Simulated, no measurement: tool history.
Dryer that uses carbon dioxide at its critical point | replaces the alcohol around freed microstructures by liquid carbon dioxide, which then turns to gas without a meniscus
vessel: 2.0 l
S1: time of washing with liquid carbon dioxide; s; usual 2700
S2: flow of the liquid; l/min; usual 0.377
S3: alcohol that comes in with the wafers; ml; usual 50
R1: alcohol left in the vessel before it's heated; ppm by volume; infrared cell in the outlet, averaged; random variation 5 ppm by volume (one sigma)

Run 1, day 0.000: usual settings. Result: R1 27 ppm by volume.
Run 2, day 0.638: usual settings. Result: R1 45 ppm by volume.
Run 3, day 1.288: usual settings but S2 0.322 l/min. Result: R1 60 ppm by volume.
Run 4, day 1.950: usual settings but S2 0.322 l/min. Result: R1 52 ppm by volume.
Run 5, day 2.371: usual settings but S2 0.322 l/min. Result: R1 60 ppm by volume.
Run 6, day 2.996: usual settings but S2 0.322 l/min. Result: R1 69 ppm by volume.
Run 7, day 3.446: usual settings. Result: R1 40 ppm by volume.
Run 8, day 4.129: usual settings. Result: R1 41 ppm by volume.
Run 9, day 4.483: usual settings. Result: R1 35 ppm by volume.
Run 10, day 4.858: usual settings. Result: R1 45 ppm by volume.
Run 11, day 5.279: usual settings. Result: R1 43 ppm by volume.
Run 12, day 5.842: usual settings. Result: R1 60 ppm by volume.
Run 13, day 6.392: usual settings. Result: R1 41 ppm by volume.
Run 14, day 6.733: usual settings but S2 0.493 l/min. Result: R1 36 ppm by volume.
Run 15, day 7.050: usual settings but S2 0.493 l/min. Result: R1 30 ppm by volume.
Run 16, day 7.796: usual settings but S2 0.493 l/min. Result: R1 34 ppm by volume.
Run 17, day 8.125: usual settings but S2 0.493 l/min. Result: R1 40 ppm by volume.
Run 18, day 8.612: usual settings but S2 0.493 l/min. Result: R1 32 ppm by volume.
Run 19, day 9.167: usual settings. Result: R1 60 ppm by volume.
Run 20, day 9.783: usual settings but S3 59 ml. Result: R1 52 ppm by volume.
Run 21, day 10.412: usual settings but S2 0.613 l/min. Result: R1 44 ppm by volume.
Run 22, day 10.846: usual settings but S2 0.613 l/min. Result: R1 43 ppm by volume.
Run 23, day 11.346: usual settings but S2 0.613 l/min. Result: R1 45 ppm by volume.

Forecast run 24:
Run 24, day 12.004: usual settings but S1 4140 s, S2 0.631 l/min, S3 91 ml. Result: R1 ?.

{"run 24": {"R1": 42}}
Without the tool's hidden state the same run would have given R1 1 ppm by volume.
